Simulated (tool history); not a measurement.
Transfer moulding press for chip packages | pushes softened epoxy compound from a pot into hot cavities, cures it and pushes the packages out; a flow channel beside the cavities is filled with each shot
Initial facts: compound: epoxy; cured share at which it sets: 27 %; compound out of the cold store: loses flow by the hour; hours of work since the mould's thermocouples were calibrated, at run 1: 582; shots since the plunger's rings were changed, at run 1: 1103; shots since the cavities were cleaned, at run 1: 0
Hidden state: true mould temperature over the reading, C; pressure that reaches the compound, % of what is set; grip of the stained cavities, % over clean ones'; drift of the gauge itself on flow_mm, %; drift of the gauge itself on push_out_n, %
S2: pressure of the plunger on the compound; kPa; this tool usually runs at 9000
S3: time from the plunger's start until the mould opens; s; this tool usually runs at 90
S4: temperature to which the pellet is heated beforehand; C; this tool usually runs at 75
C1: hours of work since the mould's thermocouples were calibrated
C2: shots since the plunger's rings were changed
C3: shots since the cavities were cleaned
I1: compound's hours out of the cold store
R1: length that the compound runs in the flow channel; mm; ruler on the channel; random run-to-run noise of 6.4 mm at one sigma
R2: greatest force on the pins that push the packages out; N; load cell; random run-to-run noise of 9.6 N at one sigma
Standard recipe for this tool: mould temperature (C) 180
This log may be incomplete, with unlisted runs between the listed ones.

Run 1, hour 0: usual settings; C1 582; C2 1103; C3 0; I1 41.1. Result: R1 756 mm, R2 410 N.
Run 2, hour 65.4: usual settings but S2 10000 kPa; C1 622; C2 1882; C3 779; I1 43.4. Result: R1 782 mm, R2 440 N.
At hour 87.8: cavities cleaned with cleaning compound and waxed.
Run 3, hour 141.9: usual settings but S2 8420 kPa; C1 667; C2 2777; C3 645; I1 11. Result: R1 812 mm, R2 459 N.
At hour 177.3: cavities cleaned with cleaning compound and waxed.
At hour 218.1: mould's thermocouples calibrated.
Run 4, hour 235.1: usual settings but S2 8420 kPa; C1 10; C2 3846; C3 666; I1 43.5. Result: R1 709 mm, R2 439 N.
At hour 269.2: cavities cleaned with cleaning compound and waxed.
Run 5, hour 276.7: usual settings but S3 72 s; C1 34; C2 4324; C3 89; I1 19.7. Result: R1 816 mm, R2 645 N.
At hour 319.3: plunger's sealing rings changed.
At hour 366.6: cavities cleaned with cleaning compound and waxed.
Run 6, hour 368.1: usual settings but S3 95 s; C1 87; C2 564; C3 17; I1 44.3. Result: R1 745 mm, R2 425 N.
Run 7, hour 410.3: usual settings but S3 95 s; C1 112; C2 1067; C3 520; I1 37.9. Result: R1 756 mm, R2 424 N.
At hour 462.4: cavities cleaned with cleaning compound and waxed.
Run 8, hour 477.6: usual settings but S3 95 s; C1 152; C2 1852; C3 182; I1 26.2. Result: R1 791 mm, R2 409 N.
At hour 556.8: cavities cleaned with cleaning compound and waxed.
Run 9, hour 563.7: usual settings but S3 95 s; C1 203; C2 2860; C3 82; I1 30.4. Result: R1 781 mm, R2 400 N.
Run 10, hour 619.4: usual settings but S2 8490 kPa, S3 95 s; C1 236; C2 3525; C3 747; I1 15.5. Result: R1 804 mm, R2 423 N.
At hour 647.9: cavities cleaned with cleaning compound and waxed.
Run 11, hour 707.3: usual settings but S2 8490 kPa, S3 95 s; C1 288; C2 4554; C3 708; I1 39.1. Result: R1 732 mm, R2 410 N.
At hour 733.3: plunger's sealing rings changed.
At hour 739.5: cavities cleaned with cleaning compound and waxed.
Run 12, hour 770: usual settings but S2 8490 kPa, S3 95 s; C1 323; C2 420; C3 363; I1 17.4. Result: R1 803 mm, R2 424 N.
At hour 827.8: cavities cleaned with cleaning compound and waxed.
Run 13, hour 846.6: usual settings but S2 8490 kPa, S3 95 s; C1 368; C2 1315; C3 224; I1 30.2. Result: R1 757 mm, R2 395 N.
Run 14, hour 903.2: usual settings but S2 8490 kPa, S3 95 s; C1 402; C2 1990; C3 899; I1 20.8. Result: R1 794 mm, R2 436 N.
At hour 919.5: cavities cleaned with cleaning compound and waxed.
Run 15, hour 985.4: usual settings but mould temperature (C) 185, S2 6970 kPa, S3 95 s, S4 85 C; C1 451; C2 2952; C3 785; I1 29.8. Result: R1 688 mm, R2 402 N.
At hour 1010.8: cavities cleaned with cleaning compound and waxed.
Run 16, hour 1054: usual settings but S2 6970 kPa, S3 95 s, S4 85 C; C1 491; C2 3752; C3 514; I1 38.3. Result: R1 672 mm, R2 407 N.
At hour 1103: cavities cleaned with cleaning compound and waxed.
Run 17, hour 1115.4: usual settings but mould temperature (C) 173, S2 9780 kPa, S3 108 s; C1 527; C2 4466; C3 148; I1 30.9. Result: R1 826 mm, R2 444 N.
At hour 1150.5: plunger's sealing rings changed.
Run 18, hour 1172.6: usual settings but S3 83 s; C1 560; C2 264; C3 801; I1 32.9. Result: R1 754 mm, R2 503 N.
At hour 1194.6: cavities cleaned with cleaning compound and waxed.
Run 19, hour 1256.1: usual settings but mould temperature (C) 174, S2 8510 kPa, S4 71 C; C1 609; C2 1241; C3 733; I1 32.3. Result: R1 762 mm, R2 596 N.
At hour 1285.1: cavities cleaned with cleaning compound and waxed.
Run 20, hour 1337: usual settings but mould temperature (C) 182, S4 84 C; C1 657; C2 2188; C3 619; I1 31.4. Result: R1 778 mm, R2 415 N.
At hour 1375: cavities cleaned with cleaning compound and waxed.
Run 21, hour 1413.7: usual settings but mould temperature (C) 182, S4 84 C; C1 702; C2 3084; C3 462; I1 41.8. Result: R1 743 mm, R2 418 N.
At hour 1431.1: mould's thermocouples calibrated.
At hour 1468.2: cavities cleaned with cleaning compound and waxed.
Run 22, hour 1468.2: usual settings but mould temperature (C) 179; C1 21; C2 3692; C3 0; I1 10.3. Result: R1 844 mm, R2 465 N.
Run 23, hour 1550.5: usual settings but mould temperature (C) 179; C1 71; C2 4673; C3 981; I1 44.9. Result: R1 735 mm, R2 461 N.
At hour 1558: cavities cleaned with cleaning compound and waxed.
At hour 1566.9: plunger's sealing rings changed.
Run 24, hour 1615.1: usual settings but S3 116 s; C1 107; C2 575; C3 651; I1 11.3. Result: R1 842 mm, R2 388 N.

Run 25 has not been measured yet. What should we expect?
At hour 1654.3: cavities cleaned with cleaning compound and waxed.
Run 25, hour 1688.9: usual settings but S3 116 s; C1 151; C2 1437; C3 412; I1 24.5. Result: R1 ?, R2 ?.

R1: 802 mm
R2: 372 N
With the hidden condition absent and the run-to-run variation left alone, this run would have shown R1 802 mm, R2 369 N.
